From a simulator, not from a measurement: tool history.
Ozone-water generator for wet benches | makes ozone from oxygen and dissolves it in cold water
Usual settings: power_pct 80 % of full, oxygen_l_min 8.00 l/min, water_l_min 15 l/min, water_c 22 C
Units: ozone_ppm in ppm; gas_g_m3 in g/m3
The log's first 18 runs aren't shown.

run	hour	power_pct	oxygen_l_min	water_l_min	water_c	ozone_ppm	gas_g_m3
19	1832.9	80	8.00	15	22	22.8	207.5
20	1900.4	42	8.00	17	27	13.4	147.5
21	2024.0	42	8.00	17	27	13.1	147.4
22	2136.6	42	10.33	11	27	16.5	134.0
23	2216.8	42	10.33	11	27	16.0	133.1
24	2345.2	42	10.33	11	27	16.1	132.7
25	2419.6	98	8.00	20	22	20.0	227.9
26	2489.2	42	11.61	14	15	18.9	126.8
27	2619.7	80	10.19	15	22	21.3	185.1
28	2717.2	80	11.15	15	22	21.1	179.2
29	2847.5	80	11.15	15	22	21.0	178.8
30	2994.5	80	11.15	15	22	20.7	176.8
31	3060.1	80	5.25	15	16	23.7	238.2
32	3124.1	52	8.00	15	22	17.3	163.6

3 ways to go on from here, each from the tool as it stands after run 32. What would each give?
A	3271.6	52	8.00	22	28	?	?
B	3271.6	80	8.00	18	18	?	?
C	3271.6	60	8.00	15	22	?	?

run	ozone_ppm	gas_g_m3
A	11.7	162.9
B	20.7	201.9
C	18.4	173.7
Without the tool's hidden state the same runs would have given:
run	ozone_ppm	gas_g_m3
A	13.7	177.2
B	24.7	224.9
C	21.6	190.6
